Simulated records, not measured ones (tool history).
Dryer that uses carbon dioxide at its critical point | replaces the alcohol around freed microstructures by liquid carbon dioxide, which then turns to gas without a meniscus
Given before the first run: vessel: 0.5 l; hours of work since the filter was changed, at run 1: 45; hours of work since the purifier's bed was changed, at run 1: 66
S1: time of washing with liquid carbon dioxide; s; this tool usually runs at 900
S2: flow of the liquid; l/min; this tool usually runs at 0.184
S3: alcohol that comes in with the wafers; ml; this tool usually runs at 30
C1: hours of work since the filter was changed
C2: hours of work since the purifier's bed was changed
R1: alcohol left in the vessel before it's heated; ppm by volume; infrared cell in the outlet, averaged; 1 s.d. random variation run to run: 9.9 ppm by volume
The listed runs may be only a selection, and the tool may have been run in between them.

run,day,S1,S2,S3,C1,C2,R1
1,0.000,900,0.184,30,45,66,716
2,0.667,900,0.184,30,52,73,712
3,1.967,900,0.184,30,67,87,793
4,3.408,900,0.184,101,82,103,2799
5,4.617,900,0.184,101,95,116,2904
6,5.467,900,0.184,101,104,125,3002
7,6.325,900,0.184,101,114,134,3121
8,7.508,900,0.184,101,127,147,3265
9,8.850,900,0.184,101,141,161,3501
10,10.138,900,0.184,101,155,175,3642
# day 10.696: inlet filter changed
11,11.100,900,0.184,87,4,185,1735
12,12.471,900,0.184,87,19,200,1823
13,13.854,900,0.184,87,34,215,1940
14,14.992,900,0.169,30,46,227,1069
15,16.258,900,0.169,30,60,241,1125
16,17.421,900,0.169,30,73,254,1200
17,18.871,900,0.169,30,88,269,1232
18,19.629,900,0.169,30,97,278,1282
19,20.250,900,0.266,30,103,284,178
20,21.592,900,0.266,30,118,299,204
21,22.633,900,0.266,30,129,310,206
22,23.446,900,0.266,30,138,319,221
23,24.792,900,0.266,30,153,333,229
# day 25.550: inlet filter changed
24,26.208,900,0.184,30,7,348,658
25,27.325,900,0.161,23,19,360,977
26,28.612,1080,0.242,60,33,374,179
27,30.012,840,0.171,81,48,389,3586
28,30.633,900,0.137,21,55,396,1709
29,32.058,1320,0.153,30,70,412,424
30,33.388,900,0.126,30,85,426,3457
31,34.746,600,0.226,30,99,441,1849
32,36.171,720,0.159,38,115,456,4336
33,37.562,720,0.159,38,130,471,4538
34,38.371,720,0.159,38,139,480,4698
35,39.133,660,0.128,57,147,488,15268
36,39.767,660,0.128,57,154,495,15174
# day 40.367: inlet filter changed
37,40.575,780,0.116,22,2,503,3945
38,41.554,600,0.286,30,13,514,565
39,42.229,1020,0.184,23,20,521,378
40,43.088,1020,0.184,23,29,530,375
41,43.783,900,0.184,72,37,538,1715
42,45.192,900,0.184,24,52,553,697
43,46.204,900,0.184,24,63,564,723
44,46.879,900,0.184,24,70,572,745
# day 47.183: purifier's bed changed
45,48.488,900,0.152,61,87,14,3605
46,49.938,600,0.152,37,102,30,7282
47,50.879,960,0.184,115,112,40,2533
48,51.700,720,0.184,115,121,49,8036

Forecast each of these 3 alternatives for the next run:
A,52.454,720,0.190,115,129,57,?
B,52.454,1260,0.184,115,129,57,?
C,52.454,720,0.266,115,129,57,?

run,R1
A,7446
B,695
C,1640
With no hidden state in the tool, these same runs would have given:
run,R1
A,4907
B,344
C,899

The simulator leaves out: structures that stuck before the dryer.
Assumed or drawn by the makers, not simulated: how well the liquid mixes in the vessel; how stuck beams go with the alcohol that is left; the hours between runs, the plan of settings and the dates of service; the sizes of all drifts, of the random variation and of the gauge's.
